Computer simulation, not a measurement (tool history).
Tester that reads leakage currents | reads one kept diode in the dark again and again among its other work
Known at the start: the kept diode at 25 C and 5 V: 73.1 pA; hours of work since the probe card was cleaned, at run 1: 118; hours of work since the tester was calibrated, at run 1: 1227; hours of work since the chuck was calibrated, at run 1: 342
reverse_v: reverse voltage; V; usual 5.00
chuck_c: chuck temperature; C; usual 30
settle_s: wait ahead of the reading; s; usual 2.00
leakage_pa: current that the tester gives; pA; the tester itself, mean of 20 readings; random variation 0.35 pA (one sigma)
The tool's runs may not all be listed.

run     day  reverse_v  chuck_c  settle_s  hours of work since the probe card was cleaned  hours of work since the tester was calibrated  hours of work since the chuck was calibrated  leakage_pa
  1   0.000       5.00       30      2.00                                             118                                           1227                                           342      122.31
  2   2.071       5.00       30      2.00                                             139                                           1248                                           363      123.26
  3   3.900       5.00       54      2.00                                             158                                           1267                                           382      915.69
  4   5.875       5.00       54      2.00                                             177                                           1287                                           402      917.25
  5   8.688       5.00       30      2.00                                             206                                           1315                                           430      124.16
  6  12.225      16.40       30      2.00                                             242                                           1351                                           466      203.55
  7  13.788      16.40       30      2.00                                             257                                           1367                                           482      205.85
  8  16.571      16.40       30      2.00                                             286                                           1395                                           510      204.75
  9  19.479      16.40       30      2.00                                             315                                           1424                                           539      206.36
 10  21.346      16.40       30      2.00                                             334                                           1443                                           558      206.83
 11  23.467      16.40       30      2.00                                             355                                           1464                                           580      207.31
 12  26.817      16.40       30      2.00                                             389                                           1498                                           613      208.65
 13  28.404      16.40       30      2.00                                             405                                           1514                                           629      210.66
 14  30.675       2.70       50      9.78                                             428                                           1537                                           652      541.10
 15  32.233       2.70       44      9.78                                             444                                           1553                                           668      335.03
 16  35.946      16.28       44      0.93                                             481                                           1591                                           706      700.19
 17  37.688      16.28       44      0.93                                             499                                           1608                                           723      698.39
 18  41.321       1.65       47      0.93                                             536                                           1645                                           760      355.38
 19  44.262       2.43       40      0.93                                             565                                           1675                                           790      235.32
 20  46.646       1.65       34      2.00                                             590                                           1699                                           814      120.39
 21  50.242       1.65       34      2.00                                             626                                           1735                                           850      121.02
 22  52.929      14.53       49      0.31                                             653                                           1762                                           877     1026.96
 23  56.608       7.84       42      2.00                                             690                                           1799                                           914      450.96
 24  58.833       7.84       42      2.00                                             713                                           1822                                           937      451.16
 25  61.621       1.04       21      2.00                                             741                                           1850                                           965       31.73
 26  64.871       1.04       21      1.78                                             774                                           1883                                           998       31.65

3 ways to go on from here, each from the tool as it stands after run 26. What would each give?
  A  67.379       2.24       54      2.00                                             799                                           1908                                          1023           ?
  B  67.379       6.02       30      0.42                                             799                                           1908                                          1023           ?
  C  67.379       3.87       42      5.71                                             799                                           1908                                          1023           ?

run  leakage_pa
  A      723.25
  B      152.04
  C      344.95
Without the tool's hidden state the same runs would have given:
run  leakage_pa
  A      633.94
  B      129.97
  C      298.53
